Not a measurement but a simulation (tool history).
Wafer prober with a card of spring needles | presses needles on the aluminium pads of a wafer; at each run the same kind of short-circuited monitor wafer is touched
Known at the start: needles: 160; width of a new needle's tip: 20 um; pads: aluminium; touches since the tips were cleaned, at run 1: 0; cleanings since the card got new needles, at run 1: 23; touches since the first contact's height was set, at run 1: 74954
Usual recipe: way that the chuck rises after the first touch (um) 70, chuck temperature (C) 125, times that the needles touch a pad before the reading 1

run	hour	way that the chuck rises after the first touch (um)	chuck temperature (C)	times that the needles touch a pad before the reading	touches since the tips were cleaned	cleanings since the card got new needles	touches since the first contact's height was set	resistance of one needle with its contact and lead (mohm)	way that a needle slides on the pad (um)
1	0.0	70	125	1	0	23	74954	303	10.51
# hour 7.0: tips cleaned on abrasive film
# hour 13.9: tips cleaned on abrasive film
# hour 15.6: height of the first contact set anew
2	16.6	89	125	1	1225	25	535	320	13.70
# hour 20.9: tips cleaned on abrasive film
# hour 27.8: tips cleaned on abrasive film
# hour 34.2: tips cleaned on abrasive film
3	34.2	89	125	1	0	28	9206	299	13.65
# hour 41.2: tips cleaned on abrasive film
# hour 48.1: tips cleaned on abrasive film
4	48.6	89	125	1	238	30	16338	301	13.64
# hour 54.2: tips cleaned on abrasive film
# hour 59.7: tips cleaned on abrasive film, once more
# hour 65.3: tips cleaned on abrasive film
# hour 70.9: tips cleaned on abrasive film
5	74.6	89	125	1	1837	34	29205	333	13.59
# hour 77.4: tips cleaned on abrasive film
# hour 84.4: tips cleaned on abrasive film
# hour 91.3: tips cleaned on abrasive film
# hour 98.2: tips cleaned on abrasive film
# hour 105.2: tips cleaned on abrasive film
6	106.7	70	125	1	792	39	45122	330	10.63
# hour 110.9: tips cleaned on abrasive film
# hour 117.9: tips cleaned on abrasive film
# hour 124.9: tips cleaned on abrasive film
7	128.8	70	30	1	2002	42	56086	337	10.60
# hour 131.6: tips cleaned on abrasive film
# hour 138.6: tips cleaned on abrasive film
# hour 145.6: tips cleaned on abrasive film
# hour 152.5: tips cleaned on abrasive film
8	156.2	70	30	1	1878	46	69663	346	10.57
# hour 159.1: tips cleaned on abrasive film
# hour 166.0: tips cleaned on abrasive film
# hour 172.9: tips cleaned on abrasive film
9	177.3	70	30	1	2172	49	80070	349	10.53
# hour 178.7: tips cleaned on abrasive film
# hour 181.8: height of the first contact set anew
# hour 186.0: tips cleaned on abrasive film
# hour 192.9: tips cleaned on abrasive film
# hour 198.5: tips cleaned on abrasive film
10	203.6	70	30	1	2533	53	10806	357	10.73
# hour 205.0: tips cleaned on abrasive film
# hour 212.0: tips cleaned on abrasive film
# hour 218.9: tips cleaned on abrasive film
# hour 224.5: tips cleaned on abrasive film
11	225.2	70	30	1	343	57	21490	287	10.66
# hour 230.8: tips cleaned on abrasive film
# hour 237.7: tips cleaned on abrasive film
# hour 244.7: tips cleaned on abrasive film
12	247.3	70	30	1	1316	60	32443	328	10.66
# hour 251.5: tips cleaned on abrasive film
# hour 258.5: tips cleaned on abrasive film
# hour 265.4: tips cleaned on abrasive film
# hour 272.3: tips cleaned on abrasive film
13	272.3	70	125	1	0	64	44804	311	10.63
# hour 279.2: tips cleaned on abrasive film
# hour 286.2: tips cleaned on abrasive film
# hour 291.8: tips cleaned on abrasive film
# hour 298.7: tips cleaned on abrasive film
14	299.7	70	125	1	490	68	58392	329	10.54
# hour 305.3: tips cleaned on abrasive film
# hour 310.9: tips cleaned on abrasive film
# hour 316.9: tips cleaned on abrasive film
15	316.9	70	75	2	0	71	66893	292	10.55
# hour 323.9: tips cleaned on abrasive film
# hour 330.8: tips cleaned on abrasive film
# hour 337.8: tips cleaned on abrasive film
# hour 343.4: tips cleaned on abrasive film
16	347.1	80	81	3	1865	75	81850	297	12.02
# hour 348.7: height of the first contact set anew
# hour 350.2: tips cleaned on abrasive film
# hour 355.8: tips cleaned on abrasive film
# hour 362.8: tips cleaned on abrasive film
17	367.5	80	47	2	2370	78	9263	318	12.28
# hour 368.9: tips cleaned on abrasive film
# hour 374.5: tips cleaned on abrasive film
# hour 381.5: tips cleaned on abrasive film
# hour 387.1: tips cleaned on abrasive film
# hour 392.7: tips cleaned on abrasive film
18	394.4	70	49	2	877	83	22549	296	10.68
# hour 398.6: tips cleaned on abrasive film
# hour 405.6: tips cleaned on abrasive film
# hour 412.5: tips cleaned on abrasive film
# hour 419.4: tips cleaned on abrasive film
# hour 426.4: tips cleaned on abrasive film
19	427.1	75	125	1	345	88	38722	318	11.41
# hour 432.6: tips cleaned on abrasive film
# hour 439.6: tips cleaned on abrasive film
# hour 445.8: tips cleaned on abrasive film
20	445.8	75	125	1	0	91	47966	303	11.36
# hour 452.7: tips cleaned on abrasive film
# hour 459.7: tips cleaned on abrasive film
# hour 466.6: tips cleaned on abrasive film
21	471.6	70	92	1	2508	94	60814	370	10.57
# hour 473.1: tips cleaned on abrasive film
# hour 478.7: tips cleaned on abrasive film
# hour 485.6: tips cleaned on abrasive film
# hour 491.2: tips cleaned on abrasive film
22	495.7	70	53	2	2265	98	72730	333	10.52
# hour 497.2: tips cleaned on abrasive film
# hour 502.8: tips cleaned on abrasive film
# hour 509.7: tips cleaned on abrasive film
# hour 515.3: tips cleaned on abrasive film
# hour 515.6: height of the first contact set anew
# hour 522.6: tips cleaned on abrasive film
23	527.3	80	74	1	2386	103	5832	346	12.31
# hour 528.8: tips cleaned on abrasive film
# hour 534.4: tips cleaned on abrasive film
# hour 539.9: tips cleaned on abrasive film
24	544.6	73	125	3	2345	106	14382	325	11.18
# hour 546.1: tips cleaned on abrasive film
# hour 553.0: tips cleaned on abrasive film
# hour 560.0: tips cleaned on abrasive film
# hour 565.6: tips cleaned on abrasive film
# hour 572.5: tips cleaned on abrasive film
25	575.2	63	69	2	1359	111	29530	334	9.59
# hour 579.5: tips cleaned on abrasive film
# hour 585.0: tips cleaned on abrasive film
# hour 590.6: tips cleaned on abrasive film
# hour 597.6: tips cleaned on abrasive film
26	598.0	63	69	2	222	115	40782	298	9.57
# hour 603.6: tips cleaned on abrasive film
# hour 609.2: tips cleaned on abrasive film
# hour 616.1: tips cleaned on abrasive film
# hour 623.1: tips cleaned on abrasive film
27	628.3	66	69	2	2634	119	55824	348	9.98
# hour 629.8: tips cleaned on abrasive film
# hour 636.8: tips cleaned on abrasive film
# hour 643.7: tips cleaned on abrasive film
28	647.1	66	97	3	1704	122	65111	324	9.93

Below are 3 alternative next runs, each starting from the tool's condition after run 28. Predict each:
# hour 650.0: tips cleaned on abrasive film
# hour 656.9: tips cleaned on abrasive film
A	661.5	66	97	1	2302	124	72239	?	?
# hour 650.0: tips cleaned on abrasive film
# hour 656.9: tips cleaned on abrasive film
B	661.5	66	97	1	2302	124	72239	?	?
# hour 650.0: tips cleaned on abrasive film
# hour 656.9: tips cleaned on abrasive film
C	661.5	70	125	3	2302	124	72239	?	?

run	resistance of one needle with its contact and lead (mohm)	way that a needle slides on the pad (um)
A	378	9.92
B	383	9.94
C	328	10.54
Had the tool no hidden state, the same runs would have come out as:
run	resistance of one needle with its contact and lead (mohm)	way that a needle slides on the pad (um)
A	289	10.15
B	292	10.17
C	298	10.77

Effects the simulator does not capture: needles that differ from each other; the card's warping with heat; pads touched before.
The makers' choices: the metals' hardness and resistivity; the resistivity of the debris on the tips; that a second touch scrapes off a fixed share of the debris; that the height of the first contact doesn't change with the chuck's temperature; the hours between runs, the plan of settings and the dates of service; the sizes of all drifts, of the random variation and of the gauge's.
